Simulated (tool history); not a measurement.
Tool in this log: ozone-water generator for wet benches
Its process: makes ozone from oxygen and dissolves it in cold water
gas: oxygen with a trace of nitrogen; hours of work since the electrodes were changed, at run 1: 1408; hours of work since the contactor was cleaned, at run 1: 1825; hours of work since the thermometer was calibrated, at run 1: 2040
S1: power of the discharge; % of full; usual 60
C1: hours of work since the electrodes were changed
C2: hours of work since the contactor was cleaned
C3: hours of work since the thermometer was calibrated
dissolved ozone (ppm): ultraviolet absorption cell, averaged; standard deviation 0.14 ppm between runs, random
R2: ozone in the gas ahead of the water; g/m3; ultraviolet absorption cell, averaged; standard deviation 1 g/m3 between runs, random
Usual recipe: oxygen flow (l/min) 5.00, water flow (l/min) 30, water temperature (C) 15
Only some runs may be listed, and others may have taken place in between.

Run 1, hour 0.0: usual settings; C1 1408; C2 1825; C3 2040. Result: dissolved ozone (ppm) 14.6, R2 175.7 g/m3.
Run 2, hour 77.5: usual settings; C1 1459; C2 1875; C3 2091. Result: dissolved ozone (ppm) 14.9, R2 175.3 g/m3.
Run 3, hour 131.6: usual settings but water flow (l/min) 20; C1 1494; C2 1911; C3 2127. Result: dissolved ozone (ppm) 21.1, R2 173.8 g/m3.
Run 4, hour 191.3: usual settings; C1 1534; C2 1950; C3 2166. Result: dissolved ozone (ppm) 14.8, R2 175.0 g/m3.
Run 5, hour 245.6: usual settings but water temperature (C) 14; C1 1569; C2 1986; C3 2202. Result: dissolved ozone (ppm) 15.1, R2 174.9 g/m3.
Run 6, hour 308.3: usual settings but S1 67 % of full; C1 1611; C2 2027; C3 2243. Result: dissolved ozone (ppm) 15.9, R2 188.6 g/m3.
Run 7, hour 376.7: usual settings but S1 67 % of full; C1 1656; C2 2072; C3 2288. Result: dissolved ozone (ppm) 15.8, R2 190.9 g/m3.
Run 8, hour 431.7: usual settings but S1 67 % of full; C1 1692; C2 2108; C3 2324. Result: dissolved ozone (ppm) 15.9, R2 188.8 g/m3.
Run 9, hour 486.5: usual settings but S1 67 % of full; C1 1728; C2 2145; C3 2360. Result: dissolved ozone (ppm) 15.9, R2 187.9 g/m3.
Run 10, hour 548.0: usual settings; C1 1768; C2 2185; C3 2401. Result: dissolved ozone (ppm) 14.6, R2 176.4 g/m3.
Run 11, hour 624.0: usual settings; C1 1818; C2 2235; C3 2451. Result: dissolved ozone (ppm) 14.6, R2 174.2 g/m3.
Run 12, hour 660.9: usual settings but water temperature (C) 8; C1 1843; C2 2259; C3 2475. Result: dissolved ozone (ppm) 15.4, R2 172.9 g/m3.
Run 13, hour 733.2: usual settings but water temperature (C) 10; C1 1890; C2 2307; C3 2523. Result: dissolved ozone (ppm) 15.3, R2 172.9 g/m3.
Run 14, hour 800.7: usual settings but water temperature (C) 10; C1 1934; C2 2351; C3 2567. Result: dissolved ozone (ppm) 15.1, R2 172.9 g/m3.
Run 15, hour 839.2: usual settings but water temperature (C) 10; C1 1960; C2 2377; C3 2592. Result: dissolved ozone (ppm) 15.1, R2 171.5 g/m3.
Run 16, hour 872.7: usual settings but water temperature (C) 10; C1 1982; C2 2399; C3 2614. Result: dissolved ozone (ppm) 15.2, R2 172.9 g/m3.
Run 17, hour 921.8: usual settings but oxygen flow (l/min) 6.66, water flow (l/min) 48, water temperature (C) 10; C1 2014; C2 2431; C3 2647. Result: dissolved ozone (ppm) 9.7, R2 153.2 g/m3.
Run 18, hour 990.7: usual settings but oxygen flow (l/min) 6.66, water flow (l/min) 48, water temperature (C) 10; C1 2059; C2 2476; C3 2692. Result: dissolved ozone (ppm) 10.1, R2 151.0 g/m3.
Run 19, hour 1034.2: usual settings but S1 87 % of full, oxygen flow (l/min) 6.76, water flow (l/min) 19, water temperature (C) 9; C1 2088; C2 2505; C3 2721. Result: dissolved ozone (ppm) 32.6, R2 199.6 g/m3.
Run 20, hour 1098.1: usual settings but S1 87 % of full, oxygen flow (l/min) 6.76, water flow (l/min) 19, water temperature (C) 9; C1 2130; C2 2547; C3 2763. Result: dissolved ozone (ppm) 32.5, R2 200.5 g/m3.
Run 21, hour 1154.7: usual settings but oxygen flow (l/min) 6.34, water temperature (C) 8; C1 2167; C2 2584; C3 2800. Result: dissolved ozone (ppm) 16.3, R2 153.9 g/m3.
Run 22, hour 1188.5: usual settings but water flow (l/min) 29, water temperature (C) 11; C1 2190; C2 2606; C3 2822. Result: dissolved ozone (ppm) 15.4, R2 171.3 g/m3.
Run 23, hour 1233.6: usual settings but S1 78 % of full, oxygen flow (l/min) 6.65, water flow (l/min) 21, water temperature (C) 16; C1 2219; C2 2636; C3 2852. Result: dissolved ozone (ppm) 24.2, R2 183.8 g/m3.
Run 24, hour 1305.6: usual settings but S1 78 % of full, oxygen flow (l/min) 3.05, water flow (l/min) 40, water temperature (C) 21; C1 2267; C2 2683; C3 2899. Result: dissolved ozone (ppm) 10.5, R2 259.6 g/m3.
Run 25, hour 1345.3: usual settings but S1 51 % of full, oxygen flow (l/min) 3.05, water flow (l/min) 40, water temperature (C) 21; C1 2293; C2 2709; C3 2925. Result: dissolved ozone (ppm) 7.7, R2 188.5 g/m3.
Run 26, hour 1405.8: usual settings but S1 51 % of full, oxygen flow (l/min) 3.05, water flow (l/min) 40, water temperature (C) 21; C1 2333; C2 2749; C3 2965. Result: dissolved ozone (ppm) 7.8, R2 186.7 g/m3.
Run 27, hour 1451.1: usual settings but S1 97 % of full, oxygen flow (l/min) 3.00, water flow (l/min) 40, water temperature (C) 21; C1 2362; C2 2779; C3 2995. Result: dissolved ozone (ppm) 12.6, R2 306.8 g/m3.
Run 28, hour 1525.9: usual settings but S1 97 % of full, oxygen flow (l/min) 3.00, water flow (l/min) 40, water temperature (C) 13; C1 2412; C2 2828; C3 3044. Result: dissolved ozone (ppm) 12.7, R2 305.9 g/m3.
Run 29, hour 1597.1: usual settings but S1 97 % of full, oxygen flow (l/min) 3.00, water flow (l/min) 40, water temperature (C) 13; C1 2458; C2 2875; C3 3091. Result: dissolved ozone (ppm) 13.0, R2 306.9 g/m3.
Run 30, hour 1630.4: usual settings but S1 82 % of full, oxygen flow (l/min) 3.00, water flow (l/min) 19, water temperature (C) 13; C1 2480; C2 2897; C3 3113. Result: dissolved ozone (ppm) 25.0, R2 269.9 g/m3.
Run 31, hour 1691.0: usual settings but S1 82 % of full, oxygen flow (l/min) 3.00, water flow (l/min) 19, water temperature (C) 13; C1 2520; C2 2937; C3 3153. Result: dissolved ozone (ppm) 25.0, R2 268.0 g/m3.

4 ways to go on from here, each from the tool as it stands after run 31. What would each give?
At hour 1695.1: water thermometer calibrated.
Run A, hour 1753.0: usual settings but S1 67 % of full, oxygen flow (l/min) 6.56, water flow (l/min) 19, water temperature (C) 9; C1 2561; C2 2977; C3 38. Result: dissolved ozone (ppm) ?, R2 ?.
At hour 1695.1: water thermometer calibrated.
Run B, hour 1753.0: usual settings but S1 59 % of full, oxygen flow (l/min) 3.00, water temperature (C) 13; C1 2561; C2 2977; C3 38. Result: dissolved ozone (ppm) ?, R2 ?.
At hour 1695.1: water thermometer calibrated.
Run C, hour 1753.0: usual settings but S1 92 % of full, oxygen flow (l/min) 3.00, water flow (l/min) 19, water temperature (C) 13; C1 2561; C2 2977; C3 38. Result: dissolved ozone (ppm) ?, R2 ?.
At hour 1695.1: water thermometer calibrated.
Run D, hour 1753.0: usual settings but S1 50 % of full, oxygen flow (l/min) 3.00, water flow (l/min) 42, water temperature (C) 8; C1 2561; C2 2977; C3 38. Result: dissolved ozone (ppm) ?, R2 ?.

run  dissolved ozone (ppm)     R2
  A                   26.1  162.9
  B                   12.2  211.1
  C                   27.1  293.6
  D                    7.5  185.9
With the hidden condition removed and each run's random variation left untouched, the same runs would have given:
run  dissolved ozone (ppm)     R2
  A                   29.1  176.3
  B                   13.6  226.5
  C                   30.9  324.3
  D                    8.3  197.5
